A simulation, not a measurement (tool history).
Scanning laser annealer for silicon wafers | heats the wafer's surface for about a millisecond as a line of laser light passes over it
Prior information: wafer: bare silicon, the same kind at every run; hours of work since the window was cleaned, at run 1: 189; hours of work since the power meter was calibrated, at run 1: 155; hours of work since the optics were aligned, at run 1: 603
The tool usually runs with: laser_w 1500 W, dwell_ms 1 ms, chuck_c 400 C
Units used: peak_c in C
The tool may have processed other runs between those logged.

| run | day | laser_w | dwell_ms | chuck_c | hours of work since the window was cleaned | hours of work since the power meter was calibrated | hours of work since the optics were aligned | peak_c |
|---|---|---|---|---|---|---|---|---|
| 1 | 0 | 1500 | 1 | 400 | 189 | 155 | 603 | 1142 |
| 2 | 0.754 | 1500 | 1 | 400 | 201 | 167 | 615 | 1143 |
| 3 | 1.292 | 1500 | 1 | 400 | 210 | 175 | 624 | 1142 |
| 4 | 1.754 | 1500 | 1 | 423 | 217 | 183 | 631 | 1165 |
| 5 | 2.442 | 1500 | 1 | 423 | 228 | 194 | 642 | 1166 |
| 6 | 3.196 | 1500 | 1 | 423 | 240 | 206 | 654 | 1163 |
| 7 | 4.075 | 1500 | 1 | 423 | 254 | 220 | 668 | 1164 |
| 8 | 4.679 | 1500 | 1 | 400 | 264 | 229 | 677 | 1138 |
| 9 | 5.142 | 1500 | 1 | 400 | 271 | 237 | 685 | 1137 |
| 10 | 5.933 | 1323 | 1 | 400 | 283 | 249 | 697 | 1059 |
| 11 | 6.504 | 1323 | 1 | 400 | 293 | 258 | 706 | 1062 |
| 12 | 7.354 | 1462 | 1 | 400 | 306 | 272 | 720 | 1123 |
| 13 | 7.85 | 1500 | 1 | 400 | 314 | 280 | 728 | 1140 |
| 14 | 8.571 | 1500 | 1 | 425 | 325 | 291 | 739 | 1161 |
| 15 | 9.4 | 1500 | 0.71 | 400 | 339 | 304 | 753 | 1032 |
| 16 | 9.908 | 1367 | 1.2 | 395 | 347 | 313 | 761 | 1131 |
| 17 | 10.646 | 1367 | 1.2 | 395 | 358 | 324 | 772 | 1127 |
| 18 | 11.383 | 1398 | 1.2 | 417 | 370 | 336 | 784 | 1164 |
| 19 | 12.175 | 1644 | 1.13 | 393 | 383 | 349 | 797 | 1237 |
| 20 | 12.762 | 1644 | 1.13 | 393 | 392 | 358 | 806 | 1238 |
| 21 | 13.212 | 1644 | 1.13 | 393 | 399 | 365 | 813 | 1236 |
| 22 | 13.829 | 1644 | 1.13 | 393 | 409 | 375 | 823 | 1237 |
| 23 | 14.317 | 1315 | 1.13 | 393 | 417 | 383 | 831 | 1081 |
| 24 | 14.712 | 1315 | 1.13 | 393 | 423 | 389 | 837 | 1078 |
| 25 | 15.108 | 1500 | 0.7 | 424 | 429 | 395 | 843 | 1051 |
| 26 | 15.625 | 1512 | 1.1 | 416 | 438 | 403 | 852 | 1190 |
| 27 | 16.004 | 1512 | 1.1 | 416 | 444 | 410 | 858 | 1189 |

Run 28 is up next; what results do you expect?
| 28 | 16.9 | 1500 | 0.99 | 434 | 458 | 424 | 872 | ? |

peak_c: 1165 C
Take away the tool's hidden state, keep the run-to-run variation as it was, and the same run would have given peak_c 1187 C.

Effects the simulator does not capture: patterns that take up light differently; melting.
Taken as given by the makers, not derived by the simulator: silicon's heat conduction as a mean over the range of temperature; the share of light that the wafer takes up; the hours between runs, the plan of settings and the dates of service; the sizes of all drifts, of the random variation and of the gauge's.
